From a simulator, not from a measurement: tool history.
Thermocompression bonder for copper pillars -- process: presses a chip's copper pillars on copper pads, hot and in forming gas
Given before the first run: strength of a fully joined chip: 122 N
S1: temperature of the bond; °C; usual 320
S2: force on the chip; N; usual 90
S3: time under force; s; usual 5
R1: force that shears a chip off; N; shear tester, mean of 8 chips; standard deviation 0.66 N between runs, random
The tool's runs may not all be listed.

run    hour   S1   S2  S3    R1
  1       0  320   90   5  81.9
  2    53.5  324   90   5  82.8
  3    93.4  320   84   5  77.3
       99.6  -- forming gas filter changed
  4   127.9  320   90   8  93.5
  5   189.6  320   90   3  70.7
  6   226.5  320   90   3  71.4
  7   260.7  320   90   3  72.2
  8   328.2  324   90   5  83.1
  9   374.5  320  127   5  97.6
 10   422.7  320   90   5  81.2
 11   476.3  320   90   5  79.5
      539.6  -- forming gas filter changed
 12   539.6  320  126   5  98.4
 13   595.8  320  126   5  98.6
 14   633.7  320  126   5  97.2
 15   665.8  320   90   5  81.1
 16   734.4  320   90   5  81.5
 17   786.8  320   90   5  79.7
 18   832.2  320   90   5  80.8
 19   860.3  320   90   5  78.5
 20   923.3  335   90   5    88
 21   970.8  326   85   5  78.1
      980.3  -- forming gas filter changed
 22  1033.4  326   85   5    81
 23    1096  326   85   5  81.4
 24  1145.8  326   85   8  89.5
 25  1212.6  320   86  10  92.1
 26  1270.6  320   86  10  91.1
 27  1330.8  320   86  10    91
 28  1359.1  292  106   6  73.9

Run 29, settings as shown, results not yet in. Your forecast:
 29  1414.4  327  73  10   ?

Logged for run 29: R1 86.6 N.
Had the tool carried no hidden state, the very same run would have given R1 92.5 N.
